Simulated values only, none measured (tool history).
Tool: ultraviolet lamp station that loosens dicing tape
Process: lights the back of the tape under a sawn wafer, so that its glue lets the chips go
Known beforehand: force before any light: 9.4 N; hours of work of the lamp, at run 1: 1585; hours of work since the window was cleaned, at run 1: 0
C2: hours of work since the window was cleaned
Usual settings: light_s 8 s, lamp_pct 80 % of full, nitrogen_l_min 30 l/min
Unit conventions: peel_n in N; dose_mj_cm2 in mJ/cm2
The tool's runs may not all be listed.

Run 1, day 0.000: usual settings; hours of work of the lamp 1585; C2 0. Result: peel_n 0.332 N, dose_mj_cm2 441 mJ/cm2.
Run 2, day 3.533: usual settings but nitrogen_l_min 15 l/min; hours of work of the lamp 1651; C2 66. Result: peel_n 0.459 N, dose_mj_cm2 449 mJ/cm2.
Run 3, day 5.712: usual settings but light_s 9 s, nitrogen_l_min 15 l/min; hours of work of the lamp 1692; C2 107. Result: peel_n 0.328 N, dose_mj_cm2 505 mJ/cm2.
At day 6.321: lamp changed.
Run 4, day 9.458: usual settings but light_s 9 s, nitrogen_l_min 15 l/min; hours of work of the lamp 59; C2 176. Result: peel_n 0.337 N, dose_mj_cm2 504 mJ/cm2.
Run 5, day 13.062: usual settings but nitrogen_l_min 27 l/min; hours of work of the lamp 126; C2 244. Result: peel_n 0.341 N, dose_mj_cm2 444 mJ/cm2.
Run 6, day 16.329: usual settings but light_s 15 s; hours of work of the lamp 187; C2 305. Result: peel_n 0.100 N, dose_mj_cm2 843 mJ/cm2.
Run 7, day 19.079: usual settings; hours of work of the lamp 239; C2 357. Result: peel_n 0.304 N, dose_mj_cm2 447 mJ/cm2.
Run 8, day 22.629: usual settings but lamp_pct 77 % of full; hours of work of the lamp 305; C2 423. Result: peel_n 0.347 N, dose_mj_cm2 428 mJ/cm2.
At day 22.979: window cleaned of glue's vapour.
Run 9, day 25.925: usual settings but lamp_pct 73 % of full; hours of work of the lamp 367; C2 55. Result: peel_n 0.399 N, dose_mj_cm2 409 mJ/cm2.
Run 10, day 27.662: usual settings but lamp_pct 73 % of full; hours of work of the lamp 399; C2 88. Result: peel_n 0.413 N, dose_mj_cm2 403 mJ/cm2.
Run 11, day 30.588: usual settings but lamp_pct 73 % of full; hours of work of the lamp 454; C2 142. Result: peel_n 0.392 N, dose_mj_cm2 413 mJ/cm2.
Run 12, day 33.079: usual settings but lamp_pct 73 % of full; hours of work of the lamp 501; C2 189. Result: peel_n 0.417 N, dose_mj_cm2 409 mJ/cm2.
Run 13, day 34.771: usual settings but lamp_pct 73 % of full; hours of work of the lamp 532; C2 221. Result: peel_n 0.402 N, dose_mj_cm2 404 mJ/cm2.
Run 14, day 36.429: usual settings but lamp_pct 73 % of full; hours of work of the lamp 564; C2 252. Result: peel_n 0.402 N, dose_mj_cm2 409 mJ/cm2.
Run 15, day 39.438: usual settings but lamp_pct 98 % of full; hours of work of the lamp 620; C2 308. Result: peel_n 0.183 N, dose_mj_cm2 550 mJ/cm2.
Run 16, day 42.921: usual settings; hours of work of the lamp 685; C2 373. Result: peel_n 0.312 N, dose_mj_cm2 449 mJ/cm2.
At day 45.742: window cleaned of glue's vapour.
Run 17, day 45.904: usual settings; hours of work of the lamp 741; C2 3. Result: peel_n 0.308 N, dose_mj_cm2 450 mJ/cm2.
Run 18, day 49.146: usual settings; hours of work of the lamp 801; C2 64. Result: peel_n 0.309 N, dose_mj_cm2 444 mJ/cm2.
Run 19, day 52.179: usual settings but light_s 6 s; hours of work of the lamp 858; C2 121. Result: peel_n 0.659 N, dose_mj_cm2 331 mJ/cm2.
Run 20, day 53.883: usual settings but light_s 6 s; hours of work of the lamp 890; C2 152. Result: peel_n 0.639 N, dose_mj_cm2 333 mJ/cm2.
Run 21, day 57.667: usual settings; hours of work of the lamp 961; C2 223. Result: peel_n 0.295 N, dose_mj_cm2 450 mJ/cm2.
Run 22, day 59.708: usual settings; hours of work of the lamp 999; C2 262. Result: peel_n 0.322 N, dose_mj_cm2 447 mJ/cm2.
Run 23, day 62.683: usual settings but light_s 12 s, nitrogen_l_min 38 l/min; hours of work of the lamp 1055; C2 317. Result: peel_n 0.112 N, dose_mj_cm2 670 mJ/cm2.
Run 24, day 64.758: usual settings but light_s 12 s, nitrogen_l_min 38 l/min; hours of work of the lamp 1094; C2 356. Result: peel_n 0.114 N, dose_mj_cm2 669 mJ/cm2.
Run 25, day 67.983: usual settings but light_s 12 s, nitrogen_l_min 38 l/min; hours of work of the lamp 1154; C2 417. Result: peel_n 0.116 N, dose_mj_cm2 665 mJ/cm2.
At day 68.362: window cleaned of glue's vapour.
Run 26, day 70.979: usual settings but light_s 10 s, lamp_pct 63 % of full, nitrogen_l_min 34 l/min; hours of work of the lamp 1210; C2 49. Result: peel_n 0.305 N, dose_mj_cm2 438 mJ/cm2.
Run 27, day 74.388: usual settings but light_s 10 s, lamp_pct 63 % of full, nitrogen_l_min 34 l/min; hours of work of the lamp 1274; C2 113. Result: peel_n 0.294 N, dose_mj_cm2 440 mJ/cm2.
Run 28, day 76.475: usual settings but light_s 7 s, lamp_pct 62 % of full; hours of work of the lamp 1313; C2 152. Result: peel_n 0.839 N, dose_mj_cm2 300 mJ/cm2.
Run 29, day 78.758: usual settings but light_s 7 s, lamp_pct 62 % of full; hours of work of the lamp 1355; C2 195. Result: peel_n 0.841 N, dose_mj_cm2 304 mJ/cm2.
Run 30, day 81.625: usual settings but light_s 7 s, lamp_pct 62 % of full; hours of work of the lamp 1409; C2 248. Result: peel_n 0.814 N, dose_mj_cm2 307 mJ/cm2.
Run 31, day 83.479: usual settings but light_s 10 s, lamp_pct 62 % of full, nitrogen_l_min 41 l/min; hours of work of the lamp 1444; C2 283. Result: peel_n 0.291 N, dose_mj_cm2 433 mJ/cm2.
Run 32, day 86.604: usual settings but light_s 6 s, lamp_pct 82 % of full, nitrogen_l_min 24 l/min; hours of work of the lamp 1502; C2 342. Result: peel_n 0.679 N, dose_mj_cm2 340 mJ/cm2.
Run 33, day 89.192: usual settings but light_s 9 s, lamp_pct 89 % of full, nitrogen_l_min 13 l/min; hours of work of the lamp 1551; C2 390. Result: peel_n 0.271 N, dose_mj_cm2 556 mJ/cm2.
At day 91.008: window cleaned of glue's vapour.
Run 34, day 91.925: usual settings but light_s 9 s, lamp_pct 89 % of full, nitrogen_l_min 13 l/min; hours of work of the lamp 1602; C2 17. Result: peel_n 0.285 N, dose_mj_cm2 557 mJ/cm2.
Run 35, day 94.517: usual settings but light_s 12 s, lamp_pct 71 % of full; hours of work of the lamp 1650; C2 66. Result: peel_n 0.164 N, dose_mj_cm2 594 mJ/cm2.
At day 97.254: lamp changed.
Run 36, day 97.400: usual settings but light_s 12 s, lamp_pct 71 % of full; hours of work of the lamp 3; C2 119. Result: peel_n 0.162 N, dose_mj_cm2 589 mJ/cm2.
Run 37, day 100.483: usual settings but light_s 12 s, lamp_pct 71 % of full; hours of work of the lamp 61; C2 177. Result: peel_n 0.153 N, dose_mj_cm2 589 mJ/cm2.
Run 38, day 104.133: usual settings but light_s 12 s, lamp_pct 71 % of full; hours of work of the lamp 129; C2 245. Result: peel_n 0.157 N, dose_mj_cm2 587 mJ/cm2.
Run 39, day 106.162: usual settings but light_s 6 s, lamp_pct 92 % of full, nitrogen_l_min 39 l/min; hours of work of the lamp 167; C2 283. Result: peel_n 0.408 N, dose_mj_cm2 386 mJ/cm2.
Run 40, day 108.217: usual settings but light_s 6 s, lamp_pct 92 % of full, nitrogen_l_min 39 l/min; hours of work of the lamp 205; C2 322. Result: peel_n 0.417 N, dose_mj_cm2 385 mJ/cm2.

Run 41 comes next. What will it give?
Run 41, day 110.229: usual settings but light_s 6 s, lamp_pct 92 % of full, nitrogen_l_min 39 l/min; hours of work of the lamp 243; C2 359. Result: peel_n ?, dose_mj_cm2 ?.

Logged for run 41: peel_n 0.406 N, dose_mj_cm2 385 mJ/cm2.
Without the tool's hidden state the same run would have given peel_n 0.405 N, dose_mj_cm2 386 mJ/cm2.
